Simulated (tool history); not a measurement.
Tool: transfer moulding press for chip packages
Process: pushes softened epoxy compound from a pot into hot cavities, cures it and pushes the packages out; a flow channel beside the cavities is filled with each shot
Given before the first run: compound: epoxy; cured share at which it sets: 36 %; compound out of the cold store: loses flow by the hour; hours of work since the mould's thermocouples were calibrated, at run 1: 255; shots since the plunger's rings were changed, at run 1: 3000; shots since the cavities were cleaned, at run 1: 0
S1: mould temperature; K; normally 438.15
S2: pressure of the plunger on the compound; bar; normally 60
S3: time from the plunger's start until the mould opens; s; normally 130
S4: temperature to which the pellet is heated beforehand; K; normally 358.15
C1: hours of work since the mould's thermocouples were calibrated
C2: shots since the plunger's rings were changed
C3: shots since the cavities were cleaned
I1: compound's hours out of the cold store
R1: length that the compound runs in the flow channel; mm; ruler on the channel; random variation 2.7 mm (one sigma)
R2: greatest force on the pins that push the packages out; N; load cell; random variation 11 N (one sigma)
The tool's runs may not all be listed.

Run 1, hour 0: usual settings; C1 255; C2 3000; C3 0; I1 18.7. Result: R1 548 mm, R2 530 N.
Run 2, hour 18.3: usual settings but S1 446.15 K; C1 266; C2 3163; C3 163; I1 25.6. Result: R1 511 mm, R2 453 N.
Run 3, hour 35.9: usual settings; C1 276; C2 3321; C3 321; I1 14.3. Result: R1 549 mm, R2 521 N.
Run 4, hour 52.5: usual settings but S4 353.15 K; C1 285; C2 3469; C3 469; I1 24.8. Result: R1 541 mm, R2 514 N.
Run 5, hour 70.9: usual settings but S1 442.15 K; C1 296; C2 3634; C3 634; I1 17.6. Result: R1 539 mm, R2 477 N.
Run 6, hour 82.2: usual settings but S1 433.15 K; C1 302; C2 3734; C3 734; I1 31.3. Result: R1 543 mm, R2 711 N.
Run 7, hour 94: usual settings but S1 432.15 K; C1 309; C2 3840; C3 840; I1 18.5. Result: R1 571 mm, R2 769 N.
At hour 110.7: cavities cleaned with cleaning compound and waxed.
Run 8, hour 114.3: usual settings; C1 319; C2 4007; C3 32; I1 36.6. Result: R1 518 mm, R2 516 N.
Run 9, hour 123.3: usual settings; C1 324; C2 4088; C3 113; I1 8.2. Result: R1 561 mm, R2 525 N.
Run 10, hour 138.3: usual settings; C1 333; C2 4222; C3 247; I1 21.8. Result: R1 542 mm, R2 520 N.
Run 11, hour 147.4: usual settings; C1 338; C2 4303; C3 328; I1 24.6. Result: R1 538 mm, R2 511 N.
Run 12, hour 159.9: usual settings; C1 345; C2 4415; C3 440; I1 19. Result: R1 548 mm, R2 548 N.
Run 13, hour 172.4: usual settings; C1 352; C2 4526; C3 551; I1 14.7. Result: R1 545 mm, R2 543 N.
At hour 176.4: plunger's sealing rings changed.
Run 14, hour 188.1: usual settings; C1 360; C2 105; C3 669; I1 26.8. Result: R1 533 mm, R2 519 N.
Run 15, hour 202: usual settings but S4 352.15 K; C1 367; C2 229; C3 793; I1 23.2. Result: R1 539 mm, R2 517 N.
Run 16, hour 214.3: usual settings but S4 365.15 K; C1 374; C2 339; C3 903; I1 33.9. Result: R1 526 mm, R2 532 N.
At hour 223.2: cavities cleaned with cleaning compound and waxed.
Run 17, hour 231.1: usual settings but S4 365.15 K; C1 383; C2 475; C3 70; I1 31.7. Result: R1 527 mm, R2 503 N.
Run 18, hour 242.8: usual settings but S4 365.15 K; C1 390; C2 580; C3 175; I1 29.3. Result: R1 529 mm, R2 519 N.
Run 19, hour 252.4: usual settings but S4 365.15 K; C1 395; C2 666; C3 261; I1 12.9. Result: R1 560 mm, R2 517 N.
Run 20, hour 270.4: usual settings but S2 62.2 bar, S3 145 s, S4 359.15 K; C1 405; C2 827; C3 422; I1 37.6. Result: R1 530 mm, R2 473 N.
Run 21, hour 281.8: usual settings but S2 62.2 bar, S3 145 s, S4 359.15 K; C1 412; C2 928; C3 523; I1 28.8. Result: R1 544 mm, R2 469 N.
Run 22, hour 299.9: usual settings but S1 433.15 K, S2 55.3 bar, S3 149 s, S4 365.15 K; C1 422; C2 1090; C3 685; I1 30.2. Result: R1 523 mm, R2 570 N.
Run 23, hour 318: usual settings but S1 433.15 K, S2 54.5 bar, S3 151 s, S4 366.15 K; C1 432; C2 1252; C3 847; I1 36.4. Result: R1 514 mm, R2 563 N.
At hour 334: cavities cleaned with cleaning compound and waxed.
Run 24, hour 336.4: usual settings but S1 433.15 K, S2 54.5 bar, S3 151 s, S4 366.15 K; C1 442; C2 1402; C3 21; I1 10. Result: R1 551 mm, R2 567 N.
Run 25, hour 351.7: usual settings but S2 53.9 bar, S3 148 s; C1 451; C2 1539; C3 158; I1 16.3. Result: R1 519 mm, R2 479 N.

Run 26 comes next. What will it give?
Run 26, hour 369.7: usual settings but S2 53.9 bar, S3 122 s; C1 461; C2 1700; C3 319; I1 38.5. Result: R1 ?, R2 ?.

R1: 488 mm
R2: 559 N
Without the tool's hidden state the same run would have given R1 488 mm, R2 555 N.
